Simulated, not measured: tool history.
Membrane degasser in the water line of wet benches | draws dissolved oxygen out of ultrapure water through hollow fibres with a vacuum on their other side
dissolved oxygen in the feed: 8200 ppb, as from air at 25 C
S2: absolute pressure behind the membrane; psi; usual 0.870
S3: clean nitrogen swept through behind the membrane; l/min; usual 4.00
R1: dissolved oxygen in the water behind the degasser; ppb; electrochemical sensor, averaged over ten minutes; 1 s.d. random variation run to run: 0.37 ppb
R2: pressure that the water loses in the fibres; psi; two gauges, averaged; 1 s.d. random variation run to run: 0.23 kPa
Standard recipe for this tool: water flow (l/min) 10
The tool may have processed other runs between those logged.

run 1 day=0.000 | water_flow_(l/min)=10 S2=0.870 S3=4.00 | R1=22.2 R2=8.364
run 2 day=4.275 | water_flow_(l/min)=10 S2=0.531 S3=4.00 | R1=7.9 R2=8.392
run 3 day=8.492 | water_flow_(l/min)=10 S2=0.870 S3=4.00 | R1=22.8 R2=8.409
run 4 day=11.988 | water_flow_(l/min)=10 S2=0.870 S3=4.00 | R1=23.2 R2=8.464
run 5 day=15.350 | water_flow_(l/min)=10 S2=0.870 S3=4.00 | R1=22.9 R2=8.364
run 6 day=20.562 | water_flow_(l/min)=10 S2=0.870 S3=4.00 | R1=23.1 R2=8.367
run 7 day=24.717 | water_flow_(l/min)=10 S2=0.870 S3=4.00 | R1=22.7 R2=8.373
run 8 day=27.396 | water_flow_(l/min)=10 S2=0.870 S3=4.00 | R1=23.6 R2=8.440
run 9 day=31.833 | water_flow_(l/min)=10 S2=1.942 S3=4.00 | R1=68.4 R2=8.370
run 10 day=37.042 | water_flow_(l/min)=10 S2=1.429 S3=4.00 | R1=46.8 R2=8.377
run 11 day=39.988 | water_flow_(l/min)=10 S2=1.429 S3=4.00 | R1=47.3 R2=8.461
run 12 day=45.600 | water_flow_(l/min)=10 S2=1.429 S3=4.00 | R1=46.7 R2=8.374
run 13 day=48.825 | water_flow_(l/min)=10 S2=0.870 S3=4.00 | R1=23.4 R2=8.469
run 14 day=51.833 | water_flow_(l/min)=10 S2=0.870 S3=4.00 | R1=23.5 R2=8.430
run 15 day=55.871 | water_flow_(l/min)=10 S2=0.870 S3=4.00 | R1=23.2 R2=8.432
run 16 day=58.975 | water_flow_(l/min)=10 S2=0.870 S3=4.00 | R1=22.8 R2=8.444
run 17 day=61.550 | water_flow_(l/min)=10 S2=0.870 S3=4.00 | R1=22.9 R2=8.441
run 18 day=66.975 | water_flow_(l/min)=10 S2=0.870 S3=4.00 | R1=23.0 R2=8.437
run 19 day=70.625 | water_flow_(l/min)=10 S2=0.870 S3=4.00 | R1=23.6 R2=8.512
run 20 day=75.288 | water_flow_(l/min)=13 S2=0.870 S3=4.00 | R1=41.7 R2=10.975
run 21 day=79.275 | water_flow_(l/min)=15 S2=1.088 S3=8.54 | R1=51.8 R2=12.646
run 22 day=84.754 | water_flow_(l/min)=9 S2=1.088 S3=11.41 | R1=12.0 R2=7.609
run 23 day=88.742 | water_flow_(l/min)=9 S2=1.520 S3=4.31 | R1=41.0 R2=7.575
run 24 day=93.892 | water_flow_(l/min)=10 S2=0.535 S3=4.00 | R1=9.1 R2=8.530
run 25 day=97.583 | water_flow_(l/min)=10 S2=0.535 S3=4.00 | R1=9.4 R2=8.477
run 26 day=100.454 | water_flow_(l/min)=13 S2=0.698 S3=7.83 | R1=25.4 R2=11.053
-- day=101.654 vacuum gauge calibrated
run 27 day=103.883 | water_flow_(l/min)=11 S2=0.870 S3=6.72 | R1=20.8 R2=9.397
run 28 day=108.292 | water_flow_(l/min)=11 S2=0.870 S3=6.72 | R1=21.5 R2=9.326
run 29 day=111.633 | water_flow_(l/min)=11 S2=1.053 S3=8.48 | R1=22.0 R2=9.417
run 30 day=114.371 | water_flow_(l/min)=14 S2=1.374 S3=1.74 | R1=144.0 R2=11.926
run 31 day=120.229 | water_flow_(l/min)=6 S2=0.571 S3=4.00 | R1=3.1 R2=5.094
run 32 day=125.421 | water_flow_(l/min)=8 S2=1.397 S3=4.00 | R1=33.6 R2=6.743
run 33 day=129.367 | water_flow_(l/min)=9 S2=1.397 S3=2.49 | R1=60.3 R2=7.722

Here are 3 independent what-if runs from the current tool condition. What would each one return?
run A day=132.233 | water_flow_(l/min)=10 S2=0.574 S3=5.45 | R1=? R2=?
run B day=132.233 | water_flow_(l/min)=11 S2=0.870 S3=4.00 | R1=? R2=?
run C day=132.233 | water_flow_(l/min)=12 S2=1.397 S3=3.53 | R1=? R2=?

run=A R1=9.5 R2=8.556
run=B R1=29.7 R2=9.425
run=C R1=67.6 R2=10.285
Stripped of hidden state, with their random variation kept, the same runs would have yielded:
run=A R1=8.2 R2=8.274
run=B R1=27.7 R2=9.114
run=C R1=64.8 R2=9.947

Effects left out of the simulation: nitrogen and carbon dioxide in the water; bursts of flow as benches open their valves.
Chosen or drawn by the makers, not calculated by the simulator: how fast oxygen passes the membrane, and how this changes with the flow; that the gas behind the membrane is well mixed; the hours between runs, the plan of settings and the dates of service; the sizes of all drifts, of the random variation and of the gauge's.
